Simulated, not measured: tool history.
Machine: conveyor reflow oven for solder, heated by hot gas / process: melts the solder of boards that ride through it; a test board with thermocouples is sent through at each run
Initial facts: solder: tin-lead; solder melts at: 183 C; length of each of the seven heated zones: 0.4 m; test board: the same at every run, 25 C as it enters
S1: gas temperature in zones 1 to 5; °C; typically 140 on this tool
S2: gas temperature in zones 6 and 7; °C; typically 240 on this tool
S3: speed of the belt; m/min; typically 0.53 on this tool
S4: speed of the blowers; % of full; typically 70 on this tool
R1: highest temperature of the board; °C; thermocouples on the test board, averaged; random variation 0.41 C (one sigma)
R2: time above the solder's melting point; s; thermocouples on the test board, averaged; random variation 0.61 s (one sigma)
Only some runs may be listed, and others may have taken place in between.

| run | hour | S1 | S2 | S3 | S4 | R1 | R2 |
|---|---|---|---|---|---|---|---|
| 1 | 0 | 140 | 240 | 0.53 | 70 | 225.5 | 78.1 |
| 2 | 69 | 127 | 240 | 0.53 | 70 | 224 | 70.3 |
| 3 | 142.3 | 127 | 240 | 0.53 | 70 | 223.7 | 70.9 |
| 4 | 205.2 | 140 | 240 | 0.53 | 70 | 225.8 | 77.6 |
| 5 | 275.9 | 140 | 240 | 0.53 | 70 | 226.6 | 78.1 |
| 6 | 367.4 | 140 | 240 | 0.53 | 70 | 226.4 | 79.3 |
|  | 410.2 | flux residue cleaned out of gas plates and filters |
| 7 | 434.3 | 140 | 240 | 0.53 | 70 | 226.8 | 79.4 |
| 8 | 486.1 | 140 | 240 | 0.53 | 70 | 227.3 | 78.5 |
| 9 | 554.2 | 140 | 252 | 0.53 | 70 | 238.3 | 85.6 |
| 10 | 638 | 140 | 240 | 0.547 | 70 | 226.7 | 75.9 |
|  | 655.8 | belt drive overhauled, speed set with a stopwatch |
| 11 | 732.4 | 140 | 240 | 0.547 | 70 | 225.6 | 73 |
| 12 | 802.3 | 140 | 240 | 0.53 | 60 | 223.8 | 75.7 |
|  | 828.8 | flux residue cleaned out of gas plates and filters |
| 13 | 855.4 | 140 | 240 | 0.53 | 60 | 225.1 | 75.1 |
| 14 | 919.6 | 140 | 240 | 0.53 | 60 | 225.1 | 74.5 |
| 15 | 1003 | 140 | 229 | 0.53 | 70 | 217.4 | 70.5 |
|  | 1067.5 | thermocouples of zones 6 and 7 changed |
| 16 | 1067.5 | 140 | 241 | 0.505 | 70 | 227.4 | 82 |
| 17 | 1133.5 | 140 | 240 | 0.495 | 72 | 227.2 | 83.3 |
| 18 | 1219 | 127 | 238 | 0.53 | 70 | 221.4 | 68.4 |
|  | 1248.7 | flux residue cleaned out of gas plates and filters |
| 19 | 1286.5 | 140 | 240 | 0.53 | 81 | 228 | 79.1 |
| 20 | 1372.6 | 140 | 240 | 0.53 | 81 | 227.6 | 78.3 |
| 21 | 1450.7 | 140 | 236 | 0.57 | 51 | 214.5 | 62.3 |
| 22 | 1503.1 | 140 | 236 | 0.57 | 51 | 215.2 | 63.4 |
| 23 | 1561.7 | 142 | 229 | 0.552 | 55 | 213 | 63.6 |
| 24 | 1611.6 | 126 | 229 | 0.552 | 55 | 208.3 | 52.8 |
|  | 1665 | flux residue cleaned out of gas plates and filters |
| 25 | 1677.7 | 126 | 229 | 0.487 | 55 | 214.8 | 67.4 |
| 26 | 1744.1 | 146 | 240 | 0.53 | 58 | 225.9 | 80.3 |
| 27 | 1796.2 | 129 | 229 | 0.541 | 58 | 212.5 | 58.4 |
| 28 | 1872.9 | 155 | 229 | 0.541 | 58 | 217.5 | 76.1 |
| 29 | 1953.1 | 142 | 252 | 0.444 | 83 | 245.6 | 107.4 |
|  | 1986.7 | belt drive overhauled, speed set with a stopwatch |
| 30 | 2023.7 | 137 | 240 | 0.53 | 54 | 222.2 | 71.3 |

Each row is a separate what-if for the run after 30, all from the same tool condition, not one after another. Results?
|  | 2085.7 | flux residue cleaned out of gas plates and filters |
| A | 2094.7 | 140 | 240 | 0.426 | 70 | ? | ? |
|  | 2085.7 | flux residue cleaned out of gas plates and filters |
| B | 2094.7 | 128 | 252 | 0.424 | 70 | ? | ? |
|  | 2085.7 | flux residue cleaned out of gas plates and filters |
| C | 2094.7 | 147 | 240 | 0.562 | 70 | ? | ? |

| run | R1 | R2 |
|---|---|---|
| A | 233.1 | 101.4 |
| B | 244.1 | 103.5 |
| C | 226.6 | 75.1 |
With the hidden condition removed and each run's random variation left untouched, the same runs would have given:
| run | R1 | R2 |
|---|---|---|
| A | 231 | 99.6 |
| B | 241.9 | 101.7 |
| C | 224.7 | 73.5 |

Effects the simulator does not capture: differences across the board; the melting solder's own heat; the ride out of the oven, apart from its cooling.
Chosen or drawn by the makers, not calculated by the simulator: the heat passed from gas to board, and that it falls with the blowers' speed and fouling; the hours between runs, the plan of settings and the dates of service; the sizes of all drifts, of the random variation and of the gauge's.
